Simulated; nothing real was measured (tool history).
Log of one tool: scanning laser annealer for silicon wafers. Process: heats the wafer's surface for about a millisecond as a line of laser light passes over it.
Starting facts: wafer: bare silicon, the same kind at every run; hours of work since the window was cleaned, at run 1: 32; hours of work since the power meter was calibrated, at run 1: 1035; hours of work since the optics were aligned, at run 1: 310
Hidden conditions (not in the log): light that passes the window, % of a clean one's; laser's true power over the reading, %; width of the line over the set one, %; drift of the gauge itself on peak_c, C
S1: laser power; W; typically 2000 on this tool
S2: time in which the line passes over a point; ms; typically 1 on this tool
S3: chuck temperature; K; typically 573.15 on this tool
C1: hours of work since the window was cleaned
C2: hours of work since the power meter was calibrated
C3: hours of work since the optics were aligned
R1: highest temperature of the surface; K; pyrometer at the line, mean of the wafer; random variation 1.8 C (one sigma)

{"run": 1, "hour": 0.0, "S1": 2000, "S2": 1, "S3": 573.15, "C1": 32, "C2": 1035, "C3": 310, "R1": 1331.15}
{"run": 2, "hour": 48.8, "S1": 2000, "S2": 1, "S3": 573.15, "C1": 69, "C2": 1073, "C3": 348, "R1": 1327.15}
{"run": 3, "hour": 82.1, "S1": 2000, "S2": 1, "S3": 573.15, "C1": 95, "C2": 1098, "C3": 373, "R1": 1325.15}
{"run": 4, "hour": 111.2, "S1": 2000, "S2": 1, "S3": 573.15, "C1": 118, "C2": 1121, "C3": 396, "R1": 1327.15}
{"run": 5, "hour": 133.3, "S1": 2000, "S2": 1, "S3": 573.15, "C1": 135, "C2": 1138, "C3": 413, "R1": 1324.15}
{"hour": 142.8, "done": "optics aligned, line set to its width"}
{"run": 6, "hour": 183.8, "S1": 2000, "S2": 1, "S3": 548.15, "C1": 170, "C2": 1173, "C3": 32, "R1": 1296.15}
{"run": 7, "hour": 224.0, "S1": 2000, "S2": 1, "S3": 548.15, "C1": 201, "C2": 1205, "C3": 63, "R1": 1293.15}

Run 8, settings as shown, results not yet in. Your forecast:
{"run": 8, "hour": 244.5, "S1": 2067, "S2": 1, "S3": 573.15, "C1": 217, "C2": 1220, "C3": 79, "R1": "?"}

For run 8 the tool returned R1 1348.15 K.
With no hidden state in the tool, this same run would have given R1 1361.15 K.
